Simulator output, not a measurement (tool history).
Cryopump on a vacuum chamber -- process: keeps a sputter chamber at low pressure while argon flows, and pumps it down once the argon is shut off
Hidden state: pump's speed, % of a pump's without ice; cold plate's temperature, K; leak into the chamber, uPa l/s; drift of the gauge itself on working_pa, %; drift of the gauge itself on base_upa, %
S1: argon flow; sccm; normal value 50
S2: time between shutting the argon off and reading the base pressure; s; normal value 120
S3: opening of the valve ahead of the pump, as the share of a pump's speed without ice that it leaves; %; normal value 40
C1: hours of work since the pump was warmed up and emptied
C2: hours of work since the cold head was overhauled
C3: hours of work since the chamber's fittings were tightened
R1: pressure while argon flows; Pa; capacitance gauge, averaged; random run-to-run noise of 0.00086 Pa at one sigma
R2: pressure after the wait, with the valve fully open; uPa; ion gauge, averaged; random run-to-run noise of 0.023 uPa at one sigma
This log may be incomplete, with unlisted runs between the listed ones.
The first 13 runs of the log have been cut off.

| run | hour | S1 | S2 | S3 | C1 | C2 | C3 | R1 | R2 |
|---|---|---|---|---|---|---|---|---|---|
| 14 | 358.1 | 50 | 72 | 40 | 330 | 1336 | 330 | 0.1975 | 1.23 |
| 15 | 394.5 | 21 | 72 | 40 | 362 | 1368 | 362 | 0.083 | 1.26 |
| 16 | 412.7 | 21 | 72 | 40 | 378 | 1384 | 378 | 0.0841 | 1.29 |
| 17 | 446.2 | 53 | 113 | 40 | 408 | 1414 | 408 | 0.2135 | 1.01 |
| 18 | 475.1 | 28 | 56 | 45 | 433 | 1439 | 433 | 0.1028 | 1.5 |
| 19 | 507.4 | 42 | 56 | 15 | 462 | 1468 | 462 | 0.4191 | 1.57 |
|  | 533.7 | pump warmed up, emptied and cooled again |
| 20 | 545.4 | 42 | 110 | 24 | 10 | 1497 | 491 | 0.2501 | 0.9 |
| 21 | 570.3 | 42 | 110 | 24 | 32 | 1519 | 513 | 0.2482 | 0.96 |
| 22 | 588.8 | 48 | 27 | 40 | 49 | 1535 | 529 | 0.1731 | 2.51 |
| 23 | 610.9 | 32 | 68 | 55 | 68 | 1555 | 549 | 0.0851 | 1.27 |
| 24 | 649 | 32 | 68 | 55 | 102 | 1588 | 582 | 0.0856 | 1.3 |
| 25 | 687.1 | 32 | 68 | 55 | 135 | 1622 | 616 | 0.0875 | 1.34 |
| 26 | 713.8 | 52 | 27 | 40 | 159 | 1645 | 639 | 0.1935 | 2.59 |
| 27 | 743.7 | 52 | 27 | 40 | 185 | 1672 | 666 | 0.1938 | 2.61 |
| 28 | 774.5 | 52 | 27 | 40 | 212 | 1699 | 693 | 0.1973 | 2.68 |
| 29 | 800.7 | 52 | 27 | 40 | 235 | 1722 | 716 | 0.1972 | 2.69 |
| 30 | 841.1 | 24 | 22 | 16 | 271 | 1758 | 752 | 0.2195 | 3.14 |
| 31 | 870.2 | 24 | 22 | 16 | 297 | 1783 | 777 | 0.2218 | 3 |
| 32 | 891.6 | 30 | 35 | 16 | 316 | 1802 | 796 | 0.2784 | 2.2 |

Branching from run 32: 4 alternative next runs. What would each branch give?
| A | 924.6 | 55 | 45 | 24 | 345 | 1831 | 825 | ? | ? |
| B | 924.6 | 66 | 37 | 16 | 345 | 1831 | 825 | ? | ? |
| C | 924.6 | 50 | 20 | 40 | 345 | 1831 | 825 | ? | ? |
| D | 924.6 | 55 | 36 | 19 | 345 | 1831 | 825 | ? | ? |

| run | R1 | R2 |
|---|---|---|
| A | 0.3501 | 1.92 |
| B | 0.6113 | 2.15 |
| C | 0.1972 | 3.49 |
| D | 0.4344 | 2.21 |
Take away the tool's hidden state, keep each run's random variation, and the runs would have read:
| run | R1 | R2 |
|---|---|---|
| A | 0.3263 | 1.5 |
| B | 0.5829 | 1.74 |
| C | 0.1757 | 3.07 |
| D | 0.4106 | 1.8 |
